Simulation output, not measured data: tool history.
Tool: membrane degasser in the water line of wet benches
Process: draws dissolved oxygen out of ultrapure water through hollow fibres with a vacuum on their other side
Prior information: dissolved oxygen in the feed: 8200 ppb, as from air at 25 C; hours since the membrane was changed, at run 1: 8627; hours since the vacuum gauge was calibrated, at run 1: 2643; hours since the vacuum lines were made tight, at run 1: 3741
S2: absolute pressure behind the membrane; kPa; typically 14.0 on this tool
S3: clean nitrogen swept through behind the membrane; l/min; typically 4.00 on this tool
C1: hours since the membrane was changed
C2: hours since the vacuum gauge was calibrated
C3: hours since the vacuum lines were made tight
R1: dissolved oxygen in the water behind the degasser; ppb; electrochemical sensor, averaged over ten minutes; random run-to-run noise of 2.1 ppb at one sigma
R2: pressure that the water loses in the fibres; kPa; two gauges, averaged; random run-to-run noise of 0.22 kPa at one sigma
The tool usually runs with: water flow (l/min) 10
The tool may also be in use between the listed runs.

Run 1, hour 0.0: usual settings; C1 8627; C2 2643; C3 3741. Result: R1 207.6 ppb, R2 51.73 kPa.
Run 2, hour 335.5: usual settings; C1 8962; C2 2978; C3 4076. Result: R1 207.8 ppb, R2 51.87 kPa.
Run 3, hour 582.2: usual settings; C1 9209; C2 3225; C3 4323. Result: R1 216.1 ppb, R2 51.76 kPa.
Run 4, hour 889.4: usual settings but S3 6.90 l/min; C1 9516; C2 3532; C3 4630. Result: R1 187.4 ppb, R2 51.71 kPa.
Run 5, hour 1123.5: usual settings but S3 6.90 l/min; C1 9750; C2 3766; C3 4864. Result: R1 185.0 ppb, R2 52.10 kPa.
At hour 1155.1: vacuum gauge calibrated.
Run 6, hour 1352.8: usual settings but S3 6.90 l/min; C1 9979; C2 198; C3 5093. Result: R1 186.0 ppb, R2 51.44 kPa.
Run 7, hour 1675.0: usual settings; C1 10301; C2 520; C3 5415. Result: R1 211.0 ppb, R2 51.64 kPa.
Run 8, hour 1845.2: usual settings but S3 5.57 l/min; C1 10472; C2 690; C3 5585. Result: R1 192.9 ppb, R2 51.59 kPa.
Run 9, hour 2047.5: usual settings but water flow (l/min) 13; C1 10674; C2 892; C3 5788. Result: R1 379.6 ppb, R2 67.14 kPa.
Run 10, hour 2249.2: usual settings but water flow (l/min) 13; C1 10876; C2 1094; C3 5989. Result: R1 384.0 ppb, R2 66.54 kPa.
At hour 2375.4: seals of the vacuum lines changed.
Run 11, hour 2432.4: usual settings but water flow (l/min) 13, S3 2.12 l/min; C1 11057; C2 1275; C3 57. Result: R1 446.1 ppb, R2 66.83 kPa.
Run 12, hour 2752.1: usual settings but S3 6.89 l/min; C1 11377; C2 1595; C3 377. Result: R1 182.0 ppb, R2 51.46 kPa.
Run 13, hour 2931.6: usual settings but S3 6.89 l/min; C1 11556; C2 1775; C3 556. Result: R1 188.4 ppb, R2 51.45 kPa.
Run 14, hour 3218.4: usual settings; C1 11843; C2 2061; C3 843. Result: R1 214.1 ppb, R2 51.25 kPa.
Run 15, hour 3373.1: usual settings; C1 11998; C2 2216; C3 998. Result: R1 215.4 ppb, R2 51.40 kPa.
Run 16, hour 3677.7: usual settings; C1 12302; C2 2521; C3 1302. Result: R1 211.5 ppb, R2 51.24 kPa.
Run 17, hour 3976.4: usual settings but water flow (l/min) 16, S2 13.9 kPa, S3 4.21 l/min; C1 12601; C2 2819; C3 1601. Result: R1 559.0 ppb, R2 82.05 kPa.
Run 18, hour 4208.0: usual settings but water flow (l/min) 6, S2 9.3 kPa, S3 6.66 l/min; C1 12833; C2 3051; C3 1833. Result: R1 37.8 ppb, R2 30.68 kPa.

Predict the results of run 19:
Run 19, hour 4470.8: usual settings but S2 16.5 kPa, S3 7.50 l/min; C1 13095; C2 3314; C3 2095. Result: R1 ?, R2 ?.

Run 19 produced R1 194.9 ppb, R2 51.06 kPa.
Had the tool carried no hidden state, the very same run would have given R1 194.4 ppb, R2 51.71 kPa.
